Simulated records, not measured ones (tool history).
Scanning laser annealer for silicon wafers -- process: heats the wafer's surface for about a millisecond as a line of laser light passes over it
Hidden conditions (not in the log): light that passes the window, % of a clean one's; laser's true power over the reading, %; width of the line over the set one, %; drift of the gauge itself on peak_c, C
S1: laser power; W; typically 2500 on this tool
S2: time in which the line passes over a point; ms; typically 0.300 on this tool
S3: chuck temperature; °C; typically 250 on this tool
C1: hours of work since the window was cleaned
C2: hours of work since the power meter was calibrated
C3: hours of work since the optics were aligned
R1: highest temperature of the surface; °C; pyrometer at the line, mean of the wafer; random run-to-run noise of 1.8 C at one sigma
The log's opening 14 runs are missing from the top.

-- hour=238.5 window over the wafer cleaned
run 15 hour=262.2 | S1=2500 S2=0.300 S3=250 | C1=12 C2=608 C3=495 | R1=983
run 16 hour=287.5 | S1=2500 S2=0.300 S3=250 | C1=25 C2=622 C3=509 | R1=980
run 17 hour=306.2 | S1=2500 S2=0.300 S3=250 | C1=35 C2=631 C3=518 | R1=981
run 18 hour=331.3 | S1=2670 S2=0.298 S3=230 | C1=48 C2=644 C3=531 | R1=1014
-- hour=336.5 window over the wafer cleaned, once more
run 19 hour=351.4 | S1=2670 S2=0.298 S3=230 | C1=8 C2=654 C3=541 | R1=1077
run 20 hour=368.9 | S1=2704 S2=0.359 S3=211 | C1=17 C2=663 C3=550 | R1=1157
run 21 hour=380.5 | S1=2704 S2=0.359 S3=211 | C1=23 C2=669 C3=556 | R1=1157
run 22 hour=398.4 | S1=2704 S2=0.359 S3=211 | C1=32 C2=678 C3=565 | R1=1153
run 23 hour=425.2 | S1=2704 S2=0.359 S3=211 | C1=46 C2=692 C3=579 | R1=1150
run 24 hour=447.9 | S1=2287 S2=0.300 S3=224 | C1=58 C2=704 C3=591 | R1=928
run 25 hour=461.9 | S1=2487 S2=0.289 S3=250 | C1=65 C2=711 C3=598 | R1=1014
run 26 hour=487.0 | S1=2487 S2=0.289 S3=250 | C1=78 C2=724 C3=611 | R1=1010
run 27 hour=501.9 | S1=2500 S2=0.266 S3=250 | C1=86 C2=732 C3=619 | R1=985
run 28 hour=516.0 | S1=2369 S2=0.341 S3=274 | C1=93 C2=739 C3=626 | R1=1054
run 29 hour=529.1 | S1=2369 S2=0.341 S3=274 | C1=100 C2=746 C3=633 | R1=1055
run 30 hour=545.2 | S1=2369 S2=0.358 S3=282 | C1=108 C2=754 C3=641 | R1=1088
run 31 hour=568.5 | S1=2369 S2=0.222 S3=248 | C1=120 C2=767 C3=653 | R1=873
run 32 hour=593.2 | S1=2369 S2=0.222 S3=265 | C1=133 C2=779 C3=666 | R1=893
run 33 hour=610.0 | S1=2369 S2=0.222 S3=265 | C1=142 C2=788 C3=675 | R1=894

3 options for the next run, each taken on its own from the tool as it stands now. Forecast them:
run A hour=625.1 | S1=2369 S2=0.257 S3=265 | C1=150 C2=796 C3=683 | R1=?
run B hour=625.1 | S1=2426 S2=0.244 S3=212 | C1=150 C2=796 C3=683 | R1=?
run C hour=625.1 | S1=2492 S2=0.282 S3=245 | C1=150 C2=796 C3=683 | R1=?

run=A R1=940
run=B R1=886
run=C R1=999
The same runs, with their run-to-run variation unchanged, on a tool lacking any hidden condition would have given:
run=A R1=955
run=B R1=901
run=C R1=1016
